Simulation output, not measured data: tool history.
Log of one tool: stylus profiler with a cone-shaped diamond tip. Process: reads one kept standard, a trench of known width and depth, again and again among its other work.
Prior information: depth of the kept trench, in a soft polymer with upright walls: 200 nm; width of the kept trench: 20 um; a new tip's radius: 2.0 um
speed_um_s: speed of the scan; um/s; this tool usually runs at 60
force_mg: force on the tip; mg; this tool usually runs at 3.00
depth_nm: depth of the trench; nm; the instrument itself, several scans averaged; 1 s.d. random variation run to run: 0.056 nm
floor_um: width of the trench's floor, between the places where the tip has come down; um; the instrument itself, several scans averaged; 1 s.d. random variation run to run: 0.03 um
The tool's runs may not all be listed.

{"run": 1, "hour": 0.0, "speed_um_s": 60, "force_mg": 3.0, "depth_nm": 203.93, "floor_um": 17.97}
{"run": 2, "hour": 13.5, "speed_um_s": 60, "force_mg": 3.0, "depth_nm": 204.01, "floor_um": 17.99}
{"run": 3, "hour": 30.5, "speed_um_s": 60, "force_mg": 3.0, "depth_nm": 203.93, "floor_um": 18.0}
{"run": 4, "hour": 40.9, "speed_um_s": 60, "force_mg": 3.0, "depth_nm": 203.97, "floor_um": 17.98}
{"hour": 42.3, "done": "height scale calibrated on a step standard"}
{"run": 5, "hour": 55.7, "speed_um_s": 60, "force_mg": 3.0, "depth_nm": 203.81, "floor_um": 18.03}
{"run": 6, "hour": 73.7, "speed_um_s": 60, "force_mg": 1.03, "depth_nm": 201.9, "floor_um": 17.85}
{"run": 7, "hour": 83.3, "speed_um_s": 60, "force_mg": 3.0, "depth_nm": 203.9, "floor_um": 18.02}
{"run": 8, "hour": 99.6, "speed_um_s": 60, "force_mg": 3.0, "depth_nm": 203.92, "floor_um": 17.98}
{"run": 9, "hour": 109.5, "speed_um_s": 114, "force_mg": 7.17, "depth_nm": 206.97, "floor_um": 17.87}
{"hour": 120.1, "done": "height scale calibrated on a step standard, once more"}
{"run": 10, "hour": 121.6, "speed_um_s": 114, "force_mg": 7.17, "depth_nm": 206.95, "floor_um": 17.91}
{"run": 11, "hour": 133.5, "speed_um_s": 21, "force_mg": 6.32, "depth_nm": 206.39, "floor_um": 18.1}
{"run": 12, "hour": 145.7, "speed_um_s": 36, "force_mg": 5.8, "depth_nm": 206.05, "floor_um": 18.06}
{"run": 13, "hour": 158.7, "speed_um_s": 36, "force_mg": 5.8, "depth_nm": 206.16, "floor_um": 18.1}
{"run": 14, "hour": 169.5, "speed_um_s": 84, "force_mg": 4.35, "depth_nm": 204.95, "floor_um": 17.87}

Branching from run 14: 4 alternative next runs. What would each branch give?
{"run": "A", "hour": 187.3, "speed_um_s": 146, "force_mg": 2.51, "depth_nm": "?", "floor_um": "?"}
{"run": "B", "hour": 187.3, "speed_um_s": 49, "force_mg": 4.35, "depth_nm": "?", "floor_um": "?"}
{"run": "C", "hour": 187.3, "speed_um_s": 54, "force_mg": 3.19, "depth_nm": "?", "floor_um": "?"}
{"run": "D", "hour": 187.3, "speed_um_s": 25, "force_mg": 1.72, "depth_nm": "?", "floor_um": "?"}

run=A depth_nm=203.53 floor_um=17.60
run=B depth_nm=204.96 floor_um=17.94
run=C depth_nm=204.11 floor_um=17.93
run=D depth_nm=202.60 floor_um=18.00
Without the tool's hidden state the same runs would have given:
run=A depth_nm=203.61 floor_um=17.71
run=B depth_nm=205.04 floor_um=18.05
run=C depth_nm=204.19 floor_um=18.04
run=D depth_nm=202.67 floor_um=18.11
